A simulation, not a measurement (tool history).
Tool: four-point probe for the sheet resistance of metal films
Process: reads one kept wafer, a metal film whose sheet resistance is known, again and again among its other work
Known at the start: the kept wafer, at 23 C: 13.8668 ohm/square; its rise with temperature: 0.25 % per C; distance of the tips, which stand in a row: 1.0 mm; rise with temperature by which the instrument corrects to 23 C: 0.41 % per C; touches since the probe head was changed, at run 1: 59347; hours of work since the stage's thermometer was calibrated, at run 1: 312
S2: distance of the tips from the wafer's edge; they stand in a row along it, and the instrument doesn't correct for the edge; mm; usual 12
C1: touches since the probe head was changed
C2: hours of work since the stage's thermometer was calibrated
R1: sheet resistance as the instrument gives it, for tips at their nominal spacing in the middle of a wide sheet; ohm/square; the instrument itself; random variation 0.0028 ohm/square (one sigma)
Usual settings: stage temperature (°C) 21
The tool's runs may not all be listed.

run 1 hour=0 | stage_temperature_(°C)=21 S2=12 | C1=59347 C2=312 | R1=13.894396
run 2 hour=22.1 | stage_temperature_(°C)=21 S2=12 | C1=60342 C2=325 | R1=13.89009
run 3 hour=53.4 | stage_temperature_(°C)=21 S2=12 | C1=61753 C2=344 | R1=13.885065
run 4 hour=71.8 | stage_temperature_(°C)=26 S2=12 | C1=62583 C2=355 | R1=13.783785
run 5 hour=88.1 | stage_temperature_(°C)=26 S2=12 | C1=63313 C2=365 | R1=13.779331
run 6 hour=119.1 | stage_temperature_(°C)=26 S2=12 | C1=64711 C2=383 | R1=13.777364
run 7 hour=136.2 | stage_temperature_(°C)=26 S2=12 | C1=65483 C2=393 | R1=13.775425
run 8 hour=170.7 | stage_temperature_(°C)=26 S2=12 | C1=67033 C2=414 | R1=13.777325
run 9 hour=202.3 | stage_temperature_(°C)=26 S2=12 | C1=68461 C2=432 | R1=13.7756
run 10 hour=222.8 | stage_temperature_(°C)=21 S2=12 | C1=69381 C2=445 | R1=13.882707
run 11 hour=250.8 | stage_temperature_(°C)=21 S2=12 | C1=70641 C2=461 | R1=13.881762
run 12 hour=271.2 | stage_temperature_(°C)=21 S2=12 | C1=71563 C2=473 | R1=13.884658
run 13 hour=289.8 | stage_temperature_(°C)=21 S2=12 | C1=72397 C2=484 | R1=13.881976
run 14 hour=307.4 | stage_temperature_(°C)=21 S2=48 | C1=73191 C2=495 | R1=13.82743
run 15 hour=324.1 | stage_temperature_(°C)=21 S2=8 | C1=73943 C2=505 | R1=13.944072
run 16 hour=346.2 | stage_temperature_(°C)=21 S2=16 | C1=74940 C2=518 | R1=13.856016
run 17 hour=368.9 | stage_temperature_(°C)=21 S2=72 | C1=75963 C2=531 | R1=13.825503
run 18 hour=404.9 | stage_temperature_(°C)=21 S2=12 | C1=77583 C2=553 | R1=13.87617
run 19 hour=424.3 | stage_temperature_(°C)=21 S2=12 | C1=78457 C2=564 | R1=13.882408
run 20 hour=460.1 | stage_temperature_(°C)=21 S2=12 | C1=80072 C2=586 | R1=13.872394
run 21 hour=497.5 | stage_temperature_(°C)=21 S2=12 | C1=81753 C2=608 | R1=13.87261
run 22 hour=524.8 | stage_temperature_(°C)=21 S2=12 | C1=82983 C2=624 | R1=13.872924
run 23 hour=545.7 | stage_temperature_(°C)=33 S2=45 | C1=83923 C2=636 | R1=13.571262
run 24 hour=579.1 | stage_temperature_(°C)=31 S2=36 | C1=85431 C2=656 | R1=13.610612

Forecast run 25:
run 25 hour=598.4 | stage_temperature_(°C)=31 S2=36 | C1=86300 C2=668 | R1=?

R1: 13.611641 ohm/square
Without the tool's hidden state the same run would have given R1 13.700913 ohm/square.
